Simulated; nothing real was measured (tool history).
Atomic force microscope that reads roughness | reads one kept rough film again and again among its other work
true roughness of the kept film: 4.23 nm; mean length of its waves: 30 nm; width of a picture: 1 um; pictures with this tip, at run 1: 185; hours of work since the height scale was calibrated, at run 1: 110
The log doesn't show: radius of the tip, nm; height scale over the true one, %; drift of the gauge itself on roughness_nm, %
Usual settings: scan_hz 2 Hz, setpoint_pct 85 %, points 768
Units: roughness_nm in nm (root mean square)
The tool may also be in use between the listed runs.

run,day,scan_hz,setpoint_pct,points,pictures with this tip,hours of work since the height scale was calibrated,roughness_nm
1,0,2,85,768,185,110,2.603
2,0.546,2,85,768,202,116,2.57
3,1.088,2,85,768,219,122,2.546
4,1.625,1.98,85,768,236,127,2.538
5,2.196,1.98,85,768,253,133,2.512
6,2.658,1.98,85,768,268,138,2.473
7,2.962,1.98,85,768,277,142,2.46
8,3.329,1.98,85,768,288,145,2.455
9,3.729,1.98,85,768,301,150,2.433
# day 3.808: new tip fitted
10,4.238,1.98,85,768,13,155,3.022
11,4.729,1.98,85,768,28,160,2.996
# day 4.825: height scale calibrated on a step standard
12,5.233,1.98,85,768,42,4,2.945
13,5.604,2,85,768,54,8,2.914
14,6.162,2,85,768,71,14,2.906
15,6.608,2,85,1013,85,19,2.868
16,7.092,2,78,768,100,24,3.02
# day 7.246: height scale calibrated on a step standard, once more
17,7.45,2,85,438,110,2,2.814
18,7.788,1.15,85,768,120,6,3.062
19,8.225,1.39,85,768,134,10,2.949
20,8.846,1.63,83,305,153,17,2.854
21,9.275,2.78,85,462,166,21,2.483
22,9.842,2.78,85,462,184,27,2.467
23,10.212,2.78,85,462,195,31,2.457
24,10.679,4,80,893,210,36,2.334
25,11.046,0.52,87,768,221,40,3.055
26,11.346,0.52,87,768,231,43,3.057
27,11.779,0.52,87,790,244,48,3.023
28,12.271,0.69,56,790,259,53,3.153
29,12.65,1.08,69,854,271,57,3.013
30,13.254,1.08,69,854,290,63,2.977
31,13.571,2.39,65,837,299,67,2.816
# day 13.683: new tip fitted
32,14.154,2.39,65,837,15,73,3.406
33,14.721,1.05,85,768,32,78,3.295
34,15.246,3.53,85,768,49,84,2.518
35,15.596,3.56,85,408,60,88,2.489
36,15.9,3.56,59,925,69,91,3.29

Forecast each of these 4 alternatives for the next run:
A,16.317,1.56,85,768,82,95,?
B,16.317,3.85,85,406,82,95,?
C,16.317,2.52,85,371,82,95,?
D,16.317,0.61,85,768,82,95,?

run,roughness_nm
A,3.001
B,2.404
C,2.708
D,3.355
Without the tool's hidden state the same runs would have given:
run,roughness_nm
A,3.2
B,2.563
C,2.887
D,3.578
